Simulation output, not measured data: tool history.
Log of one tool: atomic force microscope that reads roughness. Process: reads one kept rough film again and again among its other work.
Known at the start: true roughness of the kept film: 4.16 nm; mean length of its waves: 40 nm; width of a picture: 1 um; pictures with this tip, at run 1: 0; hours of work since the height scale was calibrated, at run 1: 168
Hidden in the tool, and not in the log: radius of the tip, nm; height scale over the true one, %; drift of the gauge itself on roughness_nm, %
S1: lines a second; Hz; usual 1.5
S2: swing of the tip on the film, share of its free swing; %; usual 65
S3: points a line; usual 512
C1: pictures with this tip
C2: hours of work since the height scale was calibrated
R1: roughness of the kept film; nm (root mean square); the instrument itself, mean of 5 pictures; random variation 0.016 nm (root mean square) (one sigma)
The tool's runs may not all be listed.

Run 1, hour 0: usual settings; C1 0; C2 168. Result: R1 3.729 nm (root mean square).
Run 2, hour 6.4: usual settings but S3 957; C1 6; C2 171. Result: R1 3.772 nm (root mean square).
Run 3, hour 10.2: usual settings but S1 1.94 Hz; C1 9; C2 173. Result: R1 3.741 nm (root mean square).
Run 4, hour 18.1: usual settings but S1 1.94 Hz; C1 16; C2 177. Result: R1 3.694 nm (root mean square).
Run 5, hour 22.9: usual settings but S1 1.94 Hz; C1 20; C2 179. Result: R1 3.724 nm (root mean square).
Run 6, hour 29: usual settings but S2 83 %; C1 25; C2 182. Result: R1 3.449 nm (root mean square).
Run 7, hour 37.6: usual settings but S2 83 %; C1 32; C2 186. Result: R1 3.425 nm (root mean square).
Run 8, hour 43.6: usual settings but S2 83 %; C1 37; C2 189. Result: R1 3.466 nm (root mean square).
Run 9, hour 51.8: usual settings but S2 83 %; C1 44; C2 193. Result: R1 3.453 nm (root mean square).
Run 10, hour 57: usual settings but S2 59 %; C1 49; C2 195. Result: R1 3.796 nm (root mean square).
Run 11, hour 63.1: usual settings; C1 54; C2 198. Result: R1 3.732 nm (root mean square).
Run 12, hour 72.2: usual settings; C1 62; C2 202. Result: R1 3.731 nm (root mean square).
Run 13, hour 78.9: usual settings; C1 68; C2 206. Result: R1 3.75 nm (root mean square).
Run 14, hour 83.4: usual settings; C1 72; C2 208. Result: R1 3.743 nm (root mean square).
Run 15, hour 91.6: usual settings; C1 79; C2 212. Result: R1 3.736 nm (root mean square).
Run 16, hour 100.7: usual settings but S3 260; C1 86; C2 216. Result: R1 3.705 nm (root mean square).
Run 17, hour 110.1: usual settings but S1 2.98 Hz; C1 94; C2 220. Result: R1 3.561 nm (root mean square).
Run 18, hour 117.4: usual settings but S1 2.98 Hz; C1 101; C2 224. Result: R1 3.562 nm (root mean square).
Run 19, hour 126.9: usual settings but S1 0.87 Hz; C1 109; C2 228. Result: R1 3.807 nm (root mean square).
Run 20, hour 132.4: usual settings but S1 0.87 Hz; C1 114; C2 231. Result: R1 3.842 nm (root mean square).
Run 21, hour 136.5: usual settings but S1 2.05 Hz; C1 117; C2 233. Result: R1 3.67 nm (root mean square).
Run 22, hour 145: usual settings but S1 2.05 Hz; C1 124; C2 237. Result: R1 3.677 nm (root mean square).
Run 23, hour 151.8: usual settings but S1 2.05 Hz; C1 130; C2 240. Result: R1 3.668 nm (root mean square).
Run 24, hour 157: usual settings but S1 1.86 Hz; C1 135; C2 242. Result: R1 3.669 nm (root mean square).
Run 25, hour 161.2: usual settings but S1 1.86 Hz; C1 138; C2 244. Result: R1 3.68 nm (root mean square).
At hour 170.5: new tip fitted.
Run 26, hour 170.8: usual settings but S1 1.86 Hz; C1 0; C2 249. Result: R1 3.709 nm (root mean square).
Run 27, hour 176: usual settings but S1 1.86 Hz; C1 5; C2 251. Result: R1 3.712 nm (root mean square).
Run 28, hour 180.6: usual settings but S1 1.21 Hz, S2 84 %; C1 8; C2 253. Result: R1 3.53 nm (root mean square).
Run 29, hour 184.5: usual settings but S1 0.55 Hz, S2 84 %, S3 1013; C1 12; C2 255. Result: R1 3.744 nm (root mean square).
Run 30, hour 189: usual settings but S1 0.55 Hz, S2 84 %, S3 1013; C1 16; C2 257. Result: R1 3.742 nm (root mean square).
Run 31, hour 197.9: usual settings but S3 552; C1 23; C2 262. Result: R1 3.746 nm (root mean square).
Run 32, hour 203.4: usual settings but S3 552; C1 28; C2 264. Result: R1 3.737 nm (root mean square).
Run 33, hour 207.8: usual settings but S1 0.88 Hz; C1 32; C2 266. Result: R1 3.829 nm (root mean square).
Run 34, hour 214.2: usual settings but S1 0.88 Hz; C1 37; C2 269. Result: R1 3.809 nm (root mean square).
Run 35, hour 222.6: usual settings but S1 0.88 Hz; C1 44; C2 273. Result: R1 3.836 nm (root mean square).
Run 36, hour 231.9: usual settings but S1 0.86 Hz, S2 75 %; C1 52; C2 278. Result: R1 3.75 nm (root mean square).
Run 37, hour 236.6: usual settings but S1 0.86 Hz, S2 75 %; C1 56; C2 280. Result: R1 3.747 nm (root mean square).
Run 38, hour 241.8: usual settings but S1 0.88 Hz, S2 78 %, S3 281; C1 61; C2 282. Result: R1 3.68 nm (root mean square).
Run 39, hour 248.9: usual settings but S1 0.59 Hz, S2 61 %, S3 259; C1 67; C2 286. Result: R1 3.852 nm (root mean square).
Run 40, hour 255.7: usual settings but S1 3.75 Hz, S2 63 %, S3 259; C1 73; C2 289. Result: R1 3.484 nm (root mean square).
Run 41, hour 264.8: usual settings but S2 84 %, S3 715; C1 81; C2 293. Result: R1 3.442 nm (root mean square).
Run 42, hour 271.6: usual settings but S2 74 %, S3 715; C1 87; C2 296. Result: R1 3.596 nm (root mean square).
Run 43, hour 280.6: usual settings but S1 0.95 Hz, S2 63 %, S3 715; C1 94; C2 301. Result: R1 3.843 nm (root mean square).
Run 44, hour 286.8: usual settings but S1 2.19 Hz, S2 63 %, S3 715; C1 100; C2 303. Result: R1 3.663 nm (root mean square).
Run 45, hour 291.3: usual settings but S1 2.19 Hz, S2 63 %, S3 715; C1 103; C2 306. Result: R1 3.654 nm (root mean square).
Run 46, hour 299.4: usual settings but S1 3.7 Hz, S3 697; C1 110; C2 309. Result: R1 3.464 nm (root mean square).
Run 47, hour 303.9: usual settings but S2 82 %, S3 409; C1 114; C2 312. Result: R1 3.437 nm (root mean square).
Run 48, hour 309.2: usual settings but S1 0.71 Hz, S2 89 %, S3 993; C1 119; C2 314. Result: R1 3.612 nm (root mean square).
Run 49, hour 314.8: usual settings but S1 1.46 Hz, S2 74 %, S3 993; C1 124; C2 317. Result: R1 3.614 nm (root mean square).
Run 50, hour 322.6: usual settings but S1 1.46 Hz, S2 72 %, S3 993; C1 130; C2 320. Result: R1 3.647 nm (root mean square).
Run 51, hour 329.9: usual settings but S1 3.9 Hz, S2 77 %, S3 288; C1 137; C2 324. Result: R1 3.056 nm (root mean square).
Run 52, hour 337.7: usual settings but S1 2.08 Hz, S2 68 %, S3 928; C1 143; C2 327. Result: R1 3.604 nm (root mean square).
At hour 341.5: new tip fitted.
Run 53, hour 342: usual settings but S1 2.08 Hz, S2 68 %, S3 928; C1 0; C2 329. Result: R1 3.614 nm (root mean square).

Forecast each of these 4 alternatives for the next run:
Run A, hour 345.9: usual settings but S1 2.08 Hz, S2 63 %, S3 355; C1 4; C2 331. Result: R1 ?.
Run B, hour 345.9: usual settings but S2 61 %, S3 488; C1 4; C2 331. Result: R1 ?.
Run C, hour 345.9: usual settings but S1 0.68 Hz, S2 78 %, S3 928; C1 4; C2 331. Result: R1 ?.
Run D, hour 345.9: usual settings but S1 3.76 Hz, S2 89 %, S3 429; C1 4; C2 331. Result: R1 ?.

run     R1
  A  3.703
  B  3.809
  C  3.761
  D  2.666
Without the tool's hidden state the same runs would have given:
run     R1
  A  3.704
  B   3.81
  C  3.762
  D  2.667
